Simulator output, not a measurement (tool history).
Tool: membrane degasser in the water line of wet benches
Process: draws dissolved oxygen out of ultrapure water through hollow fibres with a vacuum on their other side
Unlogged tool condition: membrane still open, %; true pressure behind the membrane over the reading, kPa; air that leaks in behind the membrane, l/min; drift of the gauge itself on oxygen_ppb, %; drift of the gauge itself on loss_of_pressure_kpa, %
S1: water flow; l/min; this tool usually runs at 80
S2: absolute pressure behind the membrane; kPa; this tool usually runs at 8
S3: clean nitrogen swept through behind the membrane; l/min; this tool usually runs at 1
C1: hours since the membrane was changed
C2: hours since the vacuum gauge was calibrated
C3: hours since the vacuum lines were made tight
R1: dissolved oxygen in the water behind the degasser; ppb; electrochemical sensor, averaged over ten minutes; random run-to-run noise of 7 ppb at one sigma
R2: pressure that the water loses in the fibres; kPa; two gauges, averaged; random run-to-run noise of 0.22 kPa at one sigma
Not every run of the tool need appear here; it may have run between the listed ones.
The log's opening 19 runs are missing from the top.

-- hour=867.4 seals of the vacuum lines changed
run 20 hour=875.8 | S1=56 S2=15.98 S3=1.99 | C1=2798 C2=6311 C3=8 | R1=721.4 R2=39.02
run 21 hour=935.7 | S1=56 S2=15.98 S3=1.99 | C1=2858 C2=6371 C3=68 | R1=736.6 R2=38.56
run 22 hour=982.7 | S1=56 S2=15.98 S3=1.99 | C1=2905 C2=6418 C3=115 | R1=730.1 R2=39.22
run 23 hour=1041.8 | S1=93 S2=5.22 S3=1.99 | C1=2964 C2=6477 C3=174 | R1=348 R2=64.89
run 24 hour=1101.2 | S1=93 S2=5.22 S3=1.99 | C1=3023 C2=6537 C3=234 | R1=350.7 R2=65.08
run 25 hour=1154.1 | S1=93 S2=5.22 S3=1.99 | C1=3076 C2=6590 C3=287 | R1=345.1 R2=64.76
run 26 hour=1196.3 | S1=93 S2=19.26 S3=0.4 | C1=3118 C2=6632 C3=329 | R1=3105.5 R2=64.46
run 27 hour=1247.7 | S1=80 S2=13.98 S3=0.45 | C1=3170 C2=6683 C3=380 | R1=2006.4 R2=55.78
run 28 hour=1277.1 | S1=73 S2=6.23 S3=0.45 | C1=3199 C2=6713 C3=410 | R1=654 R2=50.47
run 29 hour=1334.5 | S1=73 S2=12.51 S3=0.45 | C1=3256 C2=6770 C3=467 | R1=1695.3 R2=50.41
run 30 hour=1397.4 | S1=73 S2=12.12 S3=1.41 | C1=3319 C2=6833 C3=530 | R1=876.3 R2=50.76
run 31 hour=1447.1 | S1=80 S2=7.88 S3=1 | C1=3369 C2=6883 C3=580 | R1=682.1 R2=55.42
run 32 hour=1484.4 | S1=80 S2=5.69 S3=0.54 | C1=3406 C2=6920 C3=617 | R1=562 R2=55.18

Here are 3 independent what-if runs from the current tool condition. What would each one return?
run A hour=1527.6 | S1=98 S2=10.66 S3=0.57 | C1=3450 C2=6963 C3=660 | R1=? R2=?
run B hour=1527.6 | S1=98 S2=8 S3=2.94 | C1=3450 C2=6963 C3=660 | R1=? R2=?
run C hour=1527.6 | S1=80 S2=5 S3=0.54 | C1=3450 C2=6963 C3=660 | R1=? R2=?

run=A R1=1534.1 R2=68.55
run=B R1=516.9 R2=68.37
run=C R1=436.7 R2=55.55
Stripped of hidden state, with their random variation kept, the same runs would have yielded:
run=A R1=1532.1 R2=68.5
run=B R1=515.7 R2=68.32
run=C R1=434.5 R2=55.51

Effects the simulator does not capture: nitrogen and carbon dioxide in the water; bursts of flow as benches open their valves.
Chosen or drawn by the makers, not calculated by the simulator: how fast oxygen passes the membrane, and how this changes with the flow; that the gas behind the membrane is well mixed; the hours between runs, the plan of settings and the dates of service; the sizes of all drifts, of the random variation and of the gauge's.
